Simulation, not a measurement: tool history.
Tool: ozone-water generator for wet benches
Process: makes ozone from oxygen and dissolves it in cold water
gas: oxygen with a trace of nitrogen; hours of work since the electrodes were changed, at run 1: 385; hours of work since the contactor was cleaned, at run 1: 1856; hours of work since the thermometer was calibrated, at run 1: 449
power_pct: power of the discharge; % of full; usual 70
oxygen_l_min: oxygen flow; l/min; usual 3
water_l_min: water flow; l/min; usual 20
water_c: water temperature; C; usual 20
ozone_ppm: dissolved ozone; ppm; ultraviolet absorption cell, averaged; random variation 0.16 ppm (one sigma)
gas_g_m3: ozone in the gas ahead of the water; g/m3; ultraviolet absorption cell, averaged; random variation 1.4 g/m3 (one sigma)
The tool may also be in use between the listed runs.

run   hour  power_pct  oxygen_l_min  water_l_min  water_c  hours of work since the electrodes were changed  hours of work since the contactor was cleaned  hours of work since the thermometer was calibrated  ozone_ppm  gas_g_m3
  1      0         70             3           20       20                                              385                                           1856                                                 449         21     257.5
  2   19.9         70             3           21       20                                              404                                           1875                                                 469         20     257.8
  3   40.1         70          2.69           20       20                                              424                                           1895                                                 489       20.4     264.7
  4   64.3         70          2.69           20       20                                              448                                           1919                                                 513       20.5     266.9
  5   88.8         70             3           15       20                                              473                                           1944                                                 537       26.1     254.3
  6  110.2         70             3           20       20                                              494                                           1965                                                 559       21.2     253.7
  7  138.6         70             3           20       20                                              522                                           1993                                                 587       20.7     255.5
  8  154.9         70             3           20       20                                              538                                           2009                                                 603       20.9     252.5
  9  186.6         84          3.38           13       18                                              570                                           2041                                                 634         35     277.9
 10  206.6         84          3.38           13       18                                              590                                           2061                                                 654       35.1     275.8
 11  222.3         99          3.22           19       12                                              605                                           2076                                                 670       31.7     326.1
 12  245.3         99          2.59           19       26                                              628                                           2099                                                 693       25.8     346.3
 13  266.2         60          2.69           28       22                                              649                                           2120                                                 713       13.2     232.6

5 ways to go on from here, each from the tool as it stands after run 13. What would each give?
  A  289.1         70          3.99           20       20                                              671                                           2143                                                 736          ?         ?
  B  289.1         55          2.54           28       20                                              671                                           2143                                                 736          ?         ?
  C  289.1         75             3           26       20                                              671                                           2143                                                 736          ?         ?
  D  289.1         70             3           25       20                                              671                                           2143                                                 736          ?         ?
  E  289.1         74          2.53           19       22                                              671                                           2143                                                 736          ?         ?

run  ozone_ppm  gas_g_m3
  A       22.7     225.3
  B         12     222.6
  C       17.2     265.7
  D       17.3     250.4
  E       21.1     281.2
Without the tool's hidden state the same runs would have given:
run  ozone_ppm  gas_g_m3
  A       22.7     230.3
  B         12     227.5
  C       17.2     271.5
  D       17.3     255.9
  E       21.2     287.5
